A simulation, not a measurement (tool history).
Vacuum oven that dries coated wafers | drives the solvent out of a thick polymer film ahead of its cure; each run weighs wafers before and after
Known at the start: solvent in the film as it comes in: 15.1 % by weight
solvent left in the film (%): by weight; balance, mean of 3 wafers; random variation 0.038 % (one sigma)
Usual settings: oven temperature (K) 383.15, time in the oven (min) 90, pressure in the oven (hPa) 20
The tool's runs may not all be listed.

| run | hour | oven temperature (K) | time in the oven (min) | pressure in the oven (hPa) | solvent left in the film (%) |
|---|---|---|---|---|---|
| 1 | 0 | 383.15 | 90 | 20 | 4.07 |
| 2 | 23.6 | 383.15 | 90 | 20 | 4.06 |
| 3 | 49 | 383.15 | 90 | 20 | 4.07 |
| 4 | 71.7 | 383.15 | 90 | 16.4 | 3.91 |
| 5 | 125.2 | 383.15 | 90 | 16.4 | 3.9 |
| 6 | 171.5 | 383.15 | 90 | 20 | 3.97 |
| 7 | 209.3 | 383.15 | 90 | 20 | 4.06 |
| 8 | 233 | 383.15 | 90 | 20 | 4.04 |
| 9 | 272.8 | 383.15 | 90 | 20 | 4.03 |
| 10 | 318 | 383.15 | 90 | 20 | 4 |
| 11 | 341.5 | 383.15 | 90 | 20 | 4 |
| 12 | 376.1 | 383.15 | 90 | 20 | 3.97 |
| 13 | 429.3 | 383.15 | 90 | 20 | 3.96 |
| 14 | 478.8 | 383.15 | 95 | 20 | 3.74 |
| 15 | 507.7 | 383.15 | 95 | 20 | 3.68 |
| 16 | 560.6 | 383.15 | 95 | 20 | 3.7 |
| 17 | 594.4 | 383.15 | 95 | 20 | 3.7 |
| 18 | 639.4 | 381.15 | 47 | 20 | 7.03 |
| 19 | 671.3 | 381.15 | 47 | 20 | 7.06 |
| 20 | 712.1 | 389.15 | 69 | 34.6 | 3.95 |
| 21 | 755.3 | 394.15 | 81 | 20 | 1.95 |
| 22 | 791.7 | 383.15 | 90 | 14.6 | 3.59 |
| 23 | 842.8 | 397.15 | 123 | 20 | 0.87 |
| 24 | 890.6 | 383.15 | 131 | 20 | 2.55 |
| 25 | 931 | 383.15 | 47 | 20 | 6.43 |
| 26 | 967.1 | 383.15 | 56 | 37.3 | 6.35 |
| 27 | 1012.8 | 383.15 | 105 | 20 | 3.26 |
| 28 | 1056.2 | 389.15 | 117 | 26.5 | 2.04 |
| 29 | 1087.6 | 379.15 | 60 | 12 | 6.14 |
| 30 | 1130.6 | 379.15 | 60 | 12 | 6.11 |
| 31 | 1167.1 | 379.15 | 60 | 12 | 6.07 |
| 32 | 1197.1 | 391.15 | 76 | 20 | 2.57 |
| 33 | 1239.4 | 397.15 | 119 | 35.6 | 1.44 |

Forecast each of these 5 alternatives for the next run:
| A | 1281.9 | 382.15 | 114 | 64.5 | ? |
| B | 1281.9 | 397.15 | 72 | 23.7 | ? |
| C | 1281.9 | 397.15 | 84 | 35.6 | ? |
| D | 1281.9 | 378.15 | 119 | 35.6 | ? |
| E | 1281.9 | 383.15 | 127 | 23.5 | ? |

| run | solvent left in the film (%) |
|---|---|
| A | 5.17 |
| B | 1.72 |
| C | 1.84 |
| D | 4.68 |
| E | 2.68 |
Without the tool's hidden state the same runs would have given:
| run | solvent left in the film (%) |
|---|---|
| A | 5.8 |
| B | 2.09 |
| C | 2.16 |
| D | 5.31 |
| E | 3.17 |
